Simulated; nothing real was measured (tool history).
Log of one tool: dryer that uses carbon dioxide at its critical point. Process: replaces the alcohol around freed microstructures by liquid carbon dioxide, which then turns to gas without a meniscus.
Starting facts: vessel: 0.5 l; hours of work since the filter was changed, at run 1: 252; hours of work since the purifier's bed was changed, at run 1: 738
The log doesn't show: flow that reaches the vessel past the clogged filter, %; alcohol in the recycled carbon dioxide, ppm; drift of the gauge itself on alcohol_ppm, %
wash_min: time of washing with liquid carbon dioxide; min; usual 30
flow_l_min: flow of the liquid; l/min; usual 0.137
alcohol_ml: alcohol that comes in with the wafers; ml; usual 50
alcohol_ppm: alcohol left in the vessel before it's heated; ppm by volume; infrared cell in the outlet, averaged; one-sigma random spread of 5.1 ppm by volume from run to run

run	hour	wash_min	flow_l_min	alcohol_ml	hours of work since the filter was changed	hours of work since the purifier's bed was changed	alcohol_ppm
1	0	30	0.137	50	252	738	315
2	23.4	30	0.137	50	264	751	324
3	43.2	30	0.137	50	275	762	327
4	74.8	30	0.137	50	293	779	319
5	103.7	30	0.224	50	308	795	221
6	131.1	30	0.224	50	323	810	216
7	152	30	0.224	50	335	821	225
8	183.1	30	0.224	50	352	838	230
9	208.9	30	0.224	50	366	853	237
10	242.9	30	0.224	104	385	871	241
11	265.9	30	0.224	104	397	884	243
12	307	30	0.224	104	420	906	254
13	345.3	30	0.224	104	441	927	260
14	372.6	30	0.224	104	456	942	270
15	412	30	0.224	104	477	964	271
# hour 421.5: inlet filter changed
16	431.4	30	0.224	104	5	974	268
# hour 452.6: purifier's bed changed
17	472.5	30	0.224	104	26	11	9
18	495.7	30	0.208	104	39	24	23
19	526.6	30	0.208	104	56	41	26
20	545.2	30	0.208	104	66	51	26
21	568.5	31	0.141	104	79	63	129
22	594.2	30	0.13	32	93	78	101
23	617.8	30	0.13	32	106	90	109
24	659.8	30	0.13	32	129	113	119
25	681.5	30	0.13	32	141	125	116
26	712.2	30	0.13	32	157	142	131
27	751.1	30	0.13	32	179	163	141
28	784.6	28	0.13	32	197	182	203
29	821.4	20	0.178	28	217	202	190
30	849.4	27	0.233	20	233	217	70
31	874	27	0.233	20	246	231	74
32	891.7	18	0.12	62	256	240	3546
33	916.2	30	0.088	25	269	254	796
34	953.3	30	0.118	111	290	274	768
35	984.3	30	0.224	50	306	291	84
36	1027.3	43	0.11	22	330	315	124

Consider 3 possible next runs. They are alternatives, not a sequence: every one starts from the tool as it was left by run 36. What does each give?
A	1045.2	20	0.137	72	340	324	?
B	1045.2	43	0.124	22	340	324	?
C	1045.2	29	0.211	90	340	324	?

run	alcohol_ppm
A	1720
B	107
C	110
Without the tool's hidden state the same runs would have given:
run	alcohol_ppm
A	1157
B	11
C	13

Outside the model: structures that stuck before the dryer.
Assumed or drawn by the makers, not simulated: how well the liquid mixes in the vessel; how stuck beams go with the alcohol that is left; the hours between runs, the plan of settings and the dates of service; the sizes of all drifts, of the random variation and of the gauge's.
